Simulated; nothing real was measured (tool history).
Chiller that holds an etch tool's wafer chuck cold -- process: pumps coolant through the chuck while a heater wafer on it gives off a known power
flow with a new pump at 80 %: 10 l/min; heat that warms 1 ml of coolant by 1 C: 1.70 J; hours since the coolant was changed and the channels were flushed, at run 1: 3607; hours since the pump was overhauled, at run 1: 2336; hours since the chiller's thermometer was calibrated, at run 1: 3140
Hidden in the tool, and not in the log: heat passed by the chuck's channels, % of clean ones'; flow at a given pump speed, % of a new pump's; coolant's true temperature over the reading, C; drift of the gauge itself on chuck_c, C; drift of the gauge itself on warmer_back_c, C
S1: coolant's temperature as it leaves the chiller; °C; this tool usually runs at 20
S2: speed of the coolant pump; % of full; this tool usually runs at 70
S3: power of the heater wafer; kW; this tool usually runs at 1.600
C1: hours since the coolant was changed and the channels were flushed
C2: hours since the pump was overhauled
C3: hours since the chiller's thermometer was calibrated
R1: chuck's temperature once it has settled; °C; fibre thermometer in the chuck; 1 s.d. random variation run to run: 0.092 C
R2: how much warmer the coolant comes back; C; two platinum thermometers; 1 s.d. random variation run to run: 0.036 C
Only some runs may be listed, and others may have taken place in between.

{"run": 1, "hour": 0.0, "S1": 20, "S2": 70, "S3": 1.6, "C1": 3607, "C2": 2336, "C3": 3140, "R1": 33.93, "R2": 6.89}
{"run": 2, "hour": 78.0, "S1": 20, "S2": 70, "S3": 1.112, "C1": 3685, "C2": 2414, "C3": 3218, "R1": 29.55, "R2": 4.84}
{"run": 3, "hour": 162.2, "S1": 25, "S2": 70, "S3": 1.6, "C1": 3769, "C2": 2498, "C3": 3303, "R1": 39.13, "R2": 7.03}
{"run": 4, "hour": 246.8, "S1": 20, "S2": 70, "S3": 1.6, "C1": 3854, "C2": 2583, "C3": 3387, "R1": 33.93, "R2": 6.99}
{"run": 5, "hour": 298.9, "S1": 20, "S2": 70, "S3": 1.6, "C1": 3906, "C2": 2635, "C3": 3439, "R1": 34.17, "R2": 6.92}
{"run": 6, "hour": 371.6, "S1": 20, "S2": 70, "S3": 1.6, "C1": 3979, "C2": 2707, "C3": 3512, "R1": 34.17, "R2": 7.0}
{"run": 7, "hour": 451.1, "S1": 20, "S2": 70, "S3": 1.6, "C1": 4058, "C2": 2787, "C3": 3591, "R1": 34.17, "R2": 7.06}
{"run": 8, "hour": 535.7, "S1": 20, "S2": 70, "S3": 1.6, "C1": 4143, "C2": 2871, "C3": 3676, "R1": 34.11, "R2": 7.0}
{"run": 9, "hour": 570.8, "S1": 20, "S2": 79, "S3": 1.6, "C1": 4178, "C2": 2906, "C3": 3711, "R1": 33.31, "R2": 6.23}
{"run": 10, "hour": 621.4, "S1": 20, "S2": 79, "S3": 1.6, "C1": 4228, "C2": 2957, "C3": 3762, "R1": 33.08, "R2": 6.27}
{"run": 11, "hour": 703.6, "S1": 20, "S2": 65, "S3": 1.6, "C1": 4311, "C2": 3039, "C3": 3844, "R1": 34.96, "R2": 7.63}
{"run": 12, "hour": 747.7, "S1": 20, "S2": 65, "S3": 1.6, "C1": 4355, "C2": 3083, "C3": 3888, "R1": 34.73, "R2": 7.6}
{"run": 13, "hour": 800.3, "S1": 20, "S2": 65, "S3": 1.6, "C1": 4407, "C2": 3136, "C3": 3941, "R1": 35.21, "R2": 7.63}
{"run": 14, "hour": 881.0, "S1": 20, "S2": 65, "S3": 1.6, "C1": 4488, "C2": 3217, "C3": 4021, "R1": 34.97, "R2": 7.68}
{"run": 15, "hour": 965.9, "S1": 20, "S2": 70, "S3": 1.6, "C1": 4573, "C2": 3302, "C3": 4106, "R1": 34.17, "R2": 7.13}
{"run": 16, "hour": 1036.9, "S1": 20, "S2": 70, "S3": 1.6, "C1": 4644, "C2": 3373, "C3": 4177, "R1": 34.28, "R2": 7.18}
{"run": 17, "hour": 1110.9, "S1": 20, "S2": 71, "S3": 2.372, "C1": 4718, "C2": 3447, "C3": 4251, "R1": 41.64, "R2": 10.48}
{"run": 18, "hour": 1149.3, "S1": 20, "S2": 71, "S3": 2.372, "C1": 4756, "C2": 3485, "C3": 4290, "R1": 41.54, "R2": 10.52}
{"run": 19, "hour": 1226.2, "S1": 20, "S2": 71, "S3": 2.372, "C1": 4833, "C2": 3562, "C3": 4367, "R1": 41.65, "R2": 10.52}
{"hour": 1292.0, "done": "coolant changed, channels flushed"}
{"run": 20, "hour": 1296.3, "S1": 30, "S2": 69, "S3": 1.62, "C1": 4, "C2": 3626, "C3": 4431, "R1": 43.32, "R2": 7.43}
{"run": 21, "hour": 1335.5, "S1": 30, "S2": 69, "S3": 1.62, "C1": 44, "C2": 3665, "C3": 4470, "R1": 43.51, "R2": 7.45}
{"run": 22, "hour": 1408.3, "S1": 12, "S2": 87, "S3": 1.609, "C1": 116, "C2": 3738, "C3": 4543, "R1": 23.7, "R2": 5.86}
{"run": 23, "hour": 1479.1, "S1": 22, "S2": 95, "S3": 1.199, "C1": 187, "C2": 3809, "C3": 4613, "R1": 30.08, "R2": 3.97}
{"run": 24, "hour": 1522.4, "S1": 22, "S2": 95, "S3": 1.199, "C1": 230, "C2": 3852, "C3": 4657, "R1": 29.98, "R2": 3.98}
{"run": 25, "hour": 1609.0, "S1": 24, "S2": 71, "S3": 1.6, "C1": 317, "C2": 3939, "C3": 4743, "R1": 37.38, "R2": 7.16}
{"run": 26, "hour": 1692.5, "S1": 24, "S2": 71, "S3": 1.6, "C1": 401, "C2": 4022, "C3": 4827, "R1": 37.23, "R2": 7.2}
{"run": 27, "hour": 1745.1, "S1": 11, "S2": 94, "S3": 1.836, "C1": 453, "C2": 4075, "C3": 4879, "R1": 23.88, "R2": 6.3}
{"run": 28, "hour": 1798.5, "S1": 11, "S2": 94, "S3": 1.836, "C1": 507, "C2": 4128, "C3": 4933, "R1": 24.0, "R2": 6.2}
{"run": 29, "hour": 1858.1, "S1": 17, "S2": 70, "S3": 1.911, "C1": 566, "C2": 4188, "C3": 4992, "R1": 33.18, "R2": 8.72}
{"run": 30, "hour": 1931.8, "S1": 17, "S2": 94, "S3": 1.911, "C1": 640, "C2": 4262, "C3": 5066, "R1": 30.44, "R2": 6.54}
{"run": 31, "hour": 2012.0, "S1": 17, "S2": 94, "S3": 1.911, "C1": 720, "C2": 4342, "C3": 5146, "R1": 30.54, "R2": 6.53}

Below, some changes in R1 between adjacent runs. For each, the amount present without the hidden state too (settings, incoming material, random variation) and the amount remaining for the hidden state with gauge scatter not shared by both compared results:
Run 2 -> 3: S1 20 -> 25, S3 1.112 -> 1.600. R1 +9.58 °C: hidden state +0.50, all else +9.08.
Run 16 -> 17: S2 70 -> 71, S3 1.600 -> 2.372. R1 +7.36 °C: hidden state +1.01, all else +6.35.
Run 19 -> 20: S1 20 -> 30, S2 71 -> 69, S3 2.372 -> 1.620, coolant changed, channels flushed. R1 +1.67 °C: hidden state -2.26, all else +3.93.
Run 21 -> 22: S1 30 -> 12, S2 69 -> 87, S3 1.620 -> 1.609. R1 -19.81 °C: hidden state -0.14, all else -19.67.
Run 26 -> 27: S1 24 -> 11, S2 71 -> 94, S3 1.600 -> 1.836. R1 -13.35 °C: hidden state -0.05, all else -13.30.
